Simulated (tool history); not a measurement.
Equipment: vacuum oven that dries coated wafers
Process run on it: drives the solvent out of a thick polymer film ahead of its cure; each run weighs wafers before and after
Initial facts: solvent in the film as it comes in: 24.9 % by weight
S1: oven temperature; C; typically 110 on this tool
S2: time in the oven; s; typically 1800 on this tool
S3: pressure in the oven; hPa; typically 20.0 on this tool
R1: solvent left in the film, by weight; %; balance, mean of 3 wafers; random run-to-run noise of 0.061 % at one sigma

run,day,S1,S2,S3,R1
1,0.000,110,1800,20.0,3.79
2,0.983,110,1800,20.0,3.82
3,1.946,110,1800,20.0,3.90
4,2.850,110,1800,20.0,3.75
5,3.438,110,1800,20.0,3.90
6,4.108,110,1800,20.0,3.99
7,4.633,110,1800,20.0,3.79
8,5.117,110,1800,20.0,3.77
9,6.004,110,1800,69.1,10.66
10,6.725,110,1800,69.1,10.67
11,7.438,110,1800,36.1,5.98
12,8.392,110,1800,36.1,5.98
13,9.092,110,1800,36.1,6.18
14,9.817,110,1800,16.6,3.46
15,10.850,110,1800,16.6,3.42
16,11.850,110,1800,16.6,3.49
17,12.446,110,1740,78.0,11.84
18,13.025,121,1740,11.6,1.34
19,13.725,121,2040,49.5,5.20
20,14.312,118,1800,22.8,2.74
21,15.296,118,1800,22.8,2.74
22,16.071,118,1800,22.8,2.78
23,17.108,118,1800,22.8,2.75
24,17.562,122,1800,30.6,3.04
25,18.042,100,1800,74.8,16.96
26,18.875,96,1800,12.3,8.43
27,19.662,96,1800,12.3,8.52

What will run 28 give?
# day 19.829: oven's thermocouples calibrated
28,20.288,116,2160,74.4,?

Run 28 gave R1 8.43 %.
With no hidden state in the tool, this same run would have given R1 8.49 %.
